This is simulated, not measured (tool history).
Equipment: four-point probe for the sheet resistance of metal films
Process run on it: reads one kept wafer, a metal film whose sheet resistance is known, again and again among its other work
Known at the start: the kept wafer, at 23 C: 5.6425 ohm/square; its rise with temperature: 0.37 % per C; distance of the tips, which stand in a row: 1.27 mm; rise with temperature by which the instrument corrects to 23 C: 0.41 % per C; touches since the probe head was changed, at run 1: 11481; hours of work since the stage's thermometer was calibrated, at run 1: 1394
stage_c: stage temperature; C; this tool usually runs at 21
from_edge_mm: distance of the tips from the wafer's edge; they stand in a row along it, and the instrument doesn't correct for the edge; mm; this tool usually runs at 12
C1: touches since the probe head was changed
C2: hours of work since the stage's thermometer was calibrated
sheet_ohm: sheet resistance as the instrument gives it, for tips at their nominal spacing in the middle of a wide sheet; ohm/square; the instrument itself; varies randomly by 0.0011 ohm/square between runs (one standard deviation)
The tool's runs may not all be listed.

{"run": 1, "hour": 0.0, "stage_c": 21, "from_edge_mm": 12, "C1": 11481, "C2": 1394, "sheet_ohm": 5.667503}
{"hour": 17.9, "done": "stage's thermometer calibrated"}
{"run": 2, "hour": 29.6, "stage_c": 21, "from_edge_mm": 12, "C1": 13158, "C2": 8, "sheet_ohm": 5.670883}
{"run": 3, "hour": 81.3, "stage_c": 21, "from_edge_mm": 12, "C1": 16137, "C2": 43, "sheet_ohm": 5.667473}
{"run": 4, "hour": 117.0, "stage_c": 21, "from_edge_mm": 12, "C1": 18198, "C2": 67, "sheet_ohm": 5.671732}
{"run": 5, "hour": 167.9, "stage_c": 21, "from_edge_mm": 12, "C1": 21128, "C2": 101, "sheet_ohm": 5.669479}
{"run": 6, "hour": 201.8, "stage_c": 21, "from_edge_mm": 12, "C1": 23087, "C2": 124, "sheet_ohm": 5.670136}
{"run": 7, "hour": 246.1, "stage_c": 20, "from_edge_mm": 70, "C1": 25637, "C2": 154, "sheet_ohm": 5.640398}
{"run": 8, "hour": 287.0, "stage_c": 20, "from_edge_mm": 70, "C1": 27996, "C2": 182, "sheet_ohm": 5.640223}
{"run": 9, "hour": 316.0, "stage_c": 20, "from_edge_mm": 70, "C1": 29667, "C2": 202, "sheet_ohm": 5.640419}
{"run": 10, "hour": 355.9, "stage_c": 34, "from_edge_mm": 46, "C1": 31966, "C2": 229, "sheet_ohm": 5.609483}
{"run": 11, "hour": 405.9, "stage_c": 23, "from_edge_mm": 68, "C1": 34847, "C2": 262, "sheet_ohm": 5.635089}
{"run": 12, "hour": 456.8, "stage_c": 23, "from_edge_mm": 4, "C1": 37782, "C2": 297, "sheet_ohm": 5.92246}

What differs in the tool's unlogged condition from the final listed run ahead of each entry between runs to the first listed run following it?
Runs 1 to 2: stage's thermometer calibrated (hour 17.9)
  inner tips' distance over the nominal, %: -0.204 -> -0.2; wafer's true temperature over the reading, C: -0.1 -> 0.03
  what was measured, less what the result would be without the hidden state, sheet_ohm: -0.014730 -> -0.011744 ohm/square
